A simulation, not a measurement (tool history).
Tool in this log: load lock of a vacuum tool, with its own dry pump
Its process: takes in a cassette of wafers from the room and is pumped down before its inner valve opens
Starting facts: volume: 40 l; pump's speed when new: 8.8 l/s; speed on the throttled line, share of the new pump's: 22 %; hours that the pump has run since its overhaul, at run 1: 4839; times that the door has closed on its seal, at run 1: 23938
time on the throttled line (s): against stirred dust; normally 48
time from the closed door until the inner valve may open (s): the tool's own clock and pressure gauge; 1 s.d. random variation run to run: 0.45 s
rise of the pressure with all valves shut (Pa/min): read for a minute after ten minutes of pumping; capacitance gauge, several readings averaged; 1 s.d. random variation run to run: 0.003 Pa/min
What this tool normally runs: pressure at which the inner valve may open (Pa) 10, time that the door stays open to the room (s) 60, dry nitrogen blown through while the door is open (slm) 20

run	hour	time on the throttled line (s)	pressure at which the inner valve may open (Pa)	time that the door stays open to the room (s)	dry nitrogen blown through while the door is open (slm)	hours that the pump has run since its overhaul	times that the door has closed on its seal	incoming humidity of the room's air, %	time from the closed door until the inner valve may open (s)	rise of the pressure with all valves shut (Pa/min)
1	0.0	48	10	60	20	4839	23938	44.5	79.7	0.034
2	201.9	48	10	60	20	5041	24488	47.0	79.5	0.042
3	390.0	48	10	61	20	5229	25001	47.3	80.4	0.038
4	632.3	48	15	61	20	5471	25661	44.0	77.9	0.037
5	863.8	48	15	61	20	5703	26292	43.3	78.1	0.039
6	991.7	48	10	60	20	5830	26641	46.1	79.6	0.043

Run 7 comes next. What will it give?
7	1095.7	79	10	219	10	5934	26924	47.5	?	?

{"run 7": {"time from the closed door until the inner valve may open (s)": 103.2, "rise of the pressure with all valves shut (Pa/min)": 0.12}}
On a tool with no hidden condition, and with the same random variation, this run would have come out at time from the closed door until the inner valve may open (s) 103.2, rise of the pressure with all valves shut (Pa/min) 0.120.

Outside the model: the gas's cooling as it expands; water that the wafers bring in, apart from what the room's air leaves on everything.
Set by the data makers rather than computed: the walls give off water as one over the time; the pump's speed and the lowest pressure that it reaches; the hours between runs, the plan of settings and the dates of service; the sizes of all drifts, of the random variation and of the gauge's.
